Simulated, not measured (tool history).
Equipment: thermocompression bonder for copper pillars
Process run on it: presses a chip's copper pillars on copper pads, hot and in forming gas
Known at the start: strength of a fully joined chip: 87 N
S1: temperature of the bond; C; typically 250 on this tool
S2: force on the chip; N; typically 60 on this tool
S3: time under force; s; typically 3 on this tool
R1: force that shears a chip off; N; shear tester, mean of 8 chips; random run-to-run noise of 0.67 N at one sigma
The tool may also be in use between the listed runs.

| run | hour | S1 | S2 | S3 | R1 |
|---|---|---|---|---|---|
| 1 | 0 | 250 | 60 | 3 | 51.1 |
| 2 | 61.7 | 250 | 60 | 3 | 50.4 |
| 3 | 124.7 | 250 | 60 | 3 | 50.3 |
| 4 | 187.8 | 250 | 60 | 3 | 50.3 |
| 5 | 231.7 | 250 | 60 | 3 | 48.7 |
| 6 | 286 | 265 | 60 | 3 | 58.6 |
| 7 | 348.5 | 265 | 60 | 3 | 59.5 |
|  | 404.3 | forming gas filter changed |
| 8 | 415.1 | 250 | 42 | 3 | 43.2 |
| 9 | 471 | 250 | 42 | 3 | 42.2 |
| 10 | 550.5 | 280 | 84 | 8 | 83 |
|  | 592.5 | force cell calibrated |
| 11 | 615.3 | 280 | 37 | 2 | 52.4 |
| 12 | 669.9 | 250 | 39 | 2 | 36.5 |
|  | 686.3 | heater calibrated with a thermocouple chip |
| 13 | 716.3 | 273 | 75 | 3 | 68.7 |
| 14 | 795.9 | 246 | 75 | 6 | 63.3 |
|  | 823.1 | forming gas filter changed |
| 15 | 870 | 246 | 75 | 6 | 62.6 |
| 16 | 942.6 | 246 | 75 | 6 | 61.9 |
| 17 | 998.8 | 250 | 60 | 3 | 51.6 |
| 18 | 1057 | 269 | 65 | 3 | 63.3 |

Consider 5 possible next runs. They are alternatives, not a sequence: every one starts from the tool as it was left by run 18. What does each give?
| A | 1102.9 | 250 | 60 | 5 | ? |
| B | 1102.9 | 269 | 60 | 3 | ? |
| C | 1102.9 | 276 | 77 | 5 | ? |
| D | 1102.9 | 250 | 40 | 3 | ? |
| E | 1102.9 | 270 | 85 | 2 | ? |

| run | R1 |
|---|---|
| A | 58.5 |
| B | 63.5 |
| C | 76.5 |
| D | 42.5 |
| E | 63.8 |
Stripped of hidden state, with their random variation kept, the same runs would have yielded:
| run | R1 |
|---|---|
| A | 58.6 |
| B | 63.7 |
| C | 76.6 |
| D | 42.6 |
| E | 64 |

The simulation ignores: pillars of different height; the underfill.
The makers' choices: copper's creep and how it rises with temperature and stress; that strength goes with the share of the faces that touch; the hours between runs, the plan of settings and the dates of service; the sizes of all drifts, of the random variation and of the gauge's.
